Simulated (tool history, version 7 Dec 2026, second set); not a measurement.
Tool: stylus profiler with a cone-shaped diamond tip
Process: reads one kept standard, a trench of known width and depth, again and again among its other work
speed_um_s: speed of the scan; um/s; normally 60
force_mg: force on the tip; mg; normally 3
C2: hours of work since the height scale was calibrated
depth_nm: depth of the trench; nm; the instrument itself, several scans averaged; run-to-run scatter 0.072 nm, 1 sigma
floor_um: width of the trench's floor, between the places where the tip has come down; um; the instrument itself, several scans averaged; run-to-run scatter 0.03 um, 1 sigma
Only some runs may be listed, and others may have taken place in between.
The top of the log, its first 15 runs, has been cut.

Run 16, hour 1338.4: usual settings; scans with this tip 7468; C2 693. Result: depth_nm 100.54 nm, floor_um 97.29 um.
Run 17, hour 1439.1: usual settings but speed_um_s 33 um/s; scans with this tip 8333; C2 773. Result: depth_nm 100.57 nm, floor_um 97.44 um.
Run 18, hour 1499.2: usual settings but speed_um_s 18 um/s; scans with this tip 8848; C2 821. Result: depth_nm 100.63 nm, floor_um 97.49 um.
Run 19, hour 1551.5: usual settings; scans with this tip 9298; C2 863. Result: depth_nm 100.65 nm, floor_um 97.17 um.
Run 20, hour 1653.5: usual settings; scans with this tip 10173; C2 944. Result: depth_nm 100.64 nm, floor_um 97.14 um.
Run 21, hour 1777.7: usual settings; scans with this tip 11240; C2 1043. Result: depth_nm 100.49 nm, floor_um 97.07 um.
Run 22, hour 1840.6: usual settings; scans with this tip 11779; C2 1093. Result: depth_nm 100.54 nm, floor_um 97.08 um.
Run 23, hour 1892.9: usual settings; scans with this tip 12229; C2 1135. Result: depth_nm 100.46 nm, floor_um 97.03 um.
Run 24, hour 2005.5: usual settings but speed_um_s 31 um/s, force_mg 5.8 mg; scans with this tip 13195; C2 1224. Result: depth_nm 101.02 nm, floor_um 97.23 um.
Run 25, hour 2102.2: usual settings but speed_um_s 99 um/s, force_mg 2.67 mg; scans with this tip 14026; C2 1301. Result: depth_nm 100.4 nm, floor_um 96.73 um.
Run 26, hour 2214.2: usual settings but speed_um_s 99 um/s, force_mg 2.67 mg; scans with this tip 14988; C2 1391. Result: depth_nm 100.41 nm, floor_um 96.67 um.
Run 27, hour 2328.2: usual settings but speed_um_s 99 um/s, force_mg 2.67 mg; scans with this tip 15966; C2 1481. Result: depth_nm 100.37 nm, floor_um 96.63 um.
Run 28, hour 2403.5: usual settings but speed_um_s 73 um/s; scans with this tip 16612; C2 1541. Result: depth_nm 100.4 nm, floor_um 96.75 um.
At hour 2484.9: height scale calibrated on a step standard.
Run 29, hour 2502.3: usual settings but speed_um_s 32 um/s, force_mg 2.51 mg; scans with this tip 17456; C2 14. Result: depth_nm 100.64 nm, floor_um 96.92 um.
Run 30, hour 2582.2: usual settings but speed_um_s 103 um/s, force_mg 3.48 mg; scans with this tip 18142; C2 78. Result: depth_nm 100.79 nm, floor_um 96.58 um.
Run 31, hour 2657.9: usual settings but speed_um_s 87 um/s, force_mg 1.23 mg; scans with this tip 18792; C2 138. Result: depth_nm 100.5 nm, floor_um 96.28 um.
Run 32, hour 2762.2: usual settings but speed_um_s 87 um/s, force_mg 1.23 mg; scans with this tip 19688; C2 221. Result: depth_nm 100.35 nm, floor_um 96.28 um.
Run 33, hour 2885: usual settings but speed_um_s 15 um/s, force_mg 5.25 mg; scans with this tip 20742; C2 319. Result: depth_nm 101 nm, floor_um 96.98 um.
Run 34, hour 2986.6: usual settings but speed_um_s 15 um/s, force_mg 5.25 mg; scans with this tip 21614; C2 400. Result: depth_nm 100.93 nm, floor_um 96.87 um.

For run 35, what comes out?
Run 35, hour 3046.5: usual settings but speed_um_s 15 um/s, force_mg 5.25 mg; scans with this tip 22128; C2 447. Result: depth_nm ?, floor_um ?.

depth_nm: 101.07 nm
floor_um: 96.93 um
Were there no unlogged condition in the tool, this run, its random variation unchanged, would have produced depth_nm 101.23 nm, floor_um 97.97 um.

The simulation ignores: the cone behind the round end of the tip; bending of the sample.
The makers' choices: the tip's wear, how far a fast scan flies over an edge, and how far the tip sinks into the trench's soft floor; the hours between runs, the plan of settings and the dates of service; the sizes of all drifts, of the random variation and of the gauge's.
